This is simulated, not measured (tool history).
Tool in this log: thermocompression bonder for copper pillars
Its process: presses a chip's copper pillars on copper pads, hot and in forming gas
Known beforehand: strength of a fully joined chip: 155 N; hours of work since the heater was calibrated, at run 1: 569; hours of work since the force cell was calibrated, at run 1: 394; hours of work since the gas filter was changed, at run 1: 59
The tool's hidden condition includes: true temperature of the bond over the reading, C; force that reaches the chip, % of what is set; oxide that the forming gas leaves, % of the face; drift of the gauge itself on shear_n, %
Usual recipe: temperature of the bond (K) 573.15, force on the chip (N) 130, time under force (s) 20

| run | hour | temperature of the bond (K) | force on the chip (N) | time under force (s) | hours of work since the heater was calibrated | hours of work since the force cell was calibrated | hours of work since the gas filter was changed | force that shears a chip off (N) |
|---|---|---|---|---|---|---|---|---|
| 1 | 0 | 573.15 | 130 | 20 | 569 | 394 | 59 | 70.8 |
| 2 | 10.8 | 570.15 | 130 | 20 | 578 | 403 | 67 | 67.2 |
| 3 | 19.6 | 573.15 | 130 | 57 | 585 | 410 | 74 | 98.1 |
| 4 | 34.6 | 573.15 | 130 | 57 | 596 | 421 | 86 | 99 |
| 5 | 51.7 | 573.15 | 130 | 20 | 609 | 434 | 99 | 70.4 |
| 6 | 67.6 | 573.15 | 130 | 20 | 622 | 447 | 111 | 68.9 |
| 7 | 83.1 | 573.15 | 130 | 20 | 634 | 459 | 123 | 68.3 |
|  | 85.3 | forming gas filter changed |
| 8 | 100.7 | 573.15 | 130 | 20 | 647 | 472 | 12 | 71.8 |
| 9 | 115 | 573.15 | 130 | 20 | 658 | 483 | 23 | 71.1 |
| 10 | 122.8 | 573.15 | 130 | 20 | 664 | 489 | 29 | 70.1 |
| 11 | 138.3 | 573.15 | 130 | 31 | 676 | 501 | 41 | 82.1 |
| 12 | 153 | 573.15 | 130 | 31 | 688 | 513 | 52 | 81.8 |
| 13 | 165.8 | 573.15 | 130 | 31 | 697 | 522 | 62 | 80.3 |
| 14 | 177.1 | 573.15 | 130 | 31 | 706 | 531 | 71 | 80.8 |
| 15 | 188.2 | 573.15 | 130 | 31 | 715 | 540 | 80 | 80.4 |
| 16 | 199.6 | 573.15 | 117 | 31 | 724 | 549 | 89 | 76.4 |
| 17 | 209.3 | 573.15 | 117 | 31 | 731 | 556 | 96 | 75.1 |
| 18 | 217.4 | 544.15 | 194 | 33 | 737 | 562 | 102 | 75.8 |
| 19 | 226.3 | 573.15 | 101 | 11 | 744 | 569 | 109 | 46 |
| 20 | 242.5 | 561.15 | 130 | 14 | 757 | 582 | 122 | 51.9 |
|  | 247.1 | forming gas filter changed |
| 21 | 258.2 | 573.15 | 130 | 45 | 769 | 594 | 9 | 92.8 |
| 22 | 271 | 573.15 | 130 | 45 | 779 | 604 | 19 | 92.4 |
| 23 | 288.7 | 562.15 | 130 | 45 | 792 | 617 | 32 | 83.9 |
| 24 | 297 | 559.15 | 130 | 20 | 799 | 624 | 39 | 61 |

Run 25, settings as shown, results not yet in. Your forecast:
| 25 | 307.6 | 602.15 | 184 | 13 | 807 | 632 | 47 | ? |

Run 25 yielded force that shears a chip off (N) 92.5.
Had the tool carried no hidden state, the very same run would have given force that shears a chip off (N) 98.9.
